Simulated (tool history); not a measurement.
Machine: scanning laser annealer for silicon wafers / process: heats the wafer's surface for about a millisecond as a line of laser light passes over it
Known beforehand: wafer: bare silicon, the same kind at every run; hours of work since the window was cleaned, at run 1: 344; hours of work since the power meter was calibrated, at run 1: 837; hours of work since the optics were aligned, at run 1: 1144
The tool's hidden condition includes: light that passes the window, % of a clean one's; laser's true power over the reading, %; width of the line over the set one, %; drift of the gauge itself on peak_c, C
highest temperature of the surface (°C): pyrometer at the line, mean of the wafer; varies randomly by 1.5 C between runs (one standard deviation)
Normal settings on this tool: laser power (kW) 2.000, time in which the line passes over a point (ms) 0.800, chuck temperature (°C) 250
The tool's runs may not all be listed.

run   hour  laser power (kW)  time in which the line passes over a point (ms)  chuck temperature (°C)  hours of work since the window was cleaned  hours of work since the power meter was calibrated  hours of work since the optics were aligned  highest temperature of the surface (°C)
  1    0.0             2.000                                            0.800                     250                                         344                                                 837                                         1144                                      969
  2   30.5             2.000                                            0.800                     226                                         360                                                 853                                         1159                                      941
  3   86.8             2.000                                            0.800                     226                                         389                                                 882                                         1188                                      940
  4  139.1             2.000                                            0.800                     226                                         415                                                 908                                         1215                                      938
  5  184.7             2.000                                            0.800                     259                                         438                                                 931                                         1238                                      968
  6  228.0             2.000                                            0.800                     259                                         460                                                 953                                         1260                                      966
  7  258.1             2.056                                            0.800                     250                                         476                                                 969                                         1275                                      974
     300.5  -- window over the wafer cleaned
  8  311.1             2.056                                            0.800                     250                                           5                                                 994                                         1301                                     1005
  9  359.5             2.000                                            0.800                     250                                          30                                                1019                                         1326                                      984
 10  412.8             2.000                                            0.800                     290                                          57                                                1046                                         1353                                     1024
 11  438.1             2.000                                            0.800                     290                                          70                                                1059                                         1366                                     1022
 12  468.6             2.000                                            0.806                     213                                          85                                                1075                                         1381                                      946
 13  520.8             2.000                                            0.800                     221                                         112                                                1101                                         1408                                      949
 14  567.0             2.056                                            0.671                     221                                         135                                                1125                                         1431                                      899
 15  605.5             2.157                                            0.717                     250                                         155                                                1144                                         1451                                      987
 16  653.9             2.157                                            0.890                     250                                         180                                                1169                                         1475                                     1071
     674.9  -- optics aligned, line set to its width
 17  687.0             2.090                                            0.757                     250                                         194                                                1183                                            6                                      995
 18  740.0             2.090                                            0.757                     250                                         221                                                1210                                           33                                      992

Branching from run 18: 5 alternative next runs. What would each branch give?
  A  795.4             2.011                                            0.852                     250                                         249                                                1238                                           61                                        ?
  B  795.4             2.090                                            0.757                     215                                         249                                                1238                                           61                                        ?
  C  795.4             1.860                                            0.623                     213                                         249                                                1238                                           61                                        ?
  D  795.4             1.911                                            0.570                     248                                         249                                                1238                                           61                                        ?
  E  795.4             2.000                                            0.641                     250                                         249                                                1238                                           61                                        ?

run  highest temperature of the surface (°C)
  A                                     1011
  B                                      956
  C                                      817
  D                                      839
  E                                      904
What these runs would have given with no unlogged condition in the tool:
run  highest temperature of the surface (°C)
  A                                     1025
  B                                      970
  C                                      828
  D                                      850
  E                                      917

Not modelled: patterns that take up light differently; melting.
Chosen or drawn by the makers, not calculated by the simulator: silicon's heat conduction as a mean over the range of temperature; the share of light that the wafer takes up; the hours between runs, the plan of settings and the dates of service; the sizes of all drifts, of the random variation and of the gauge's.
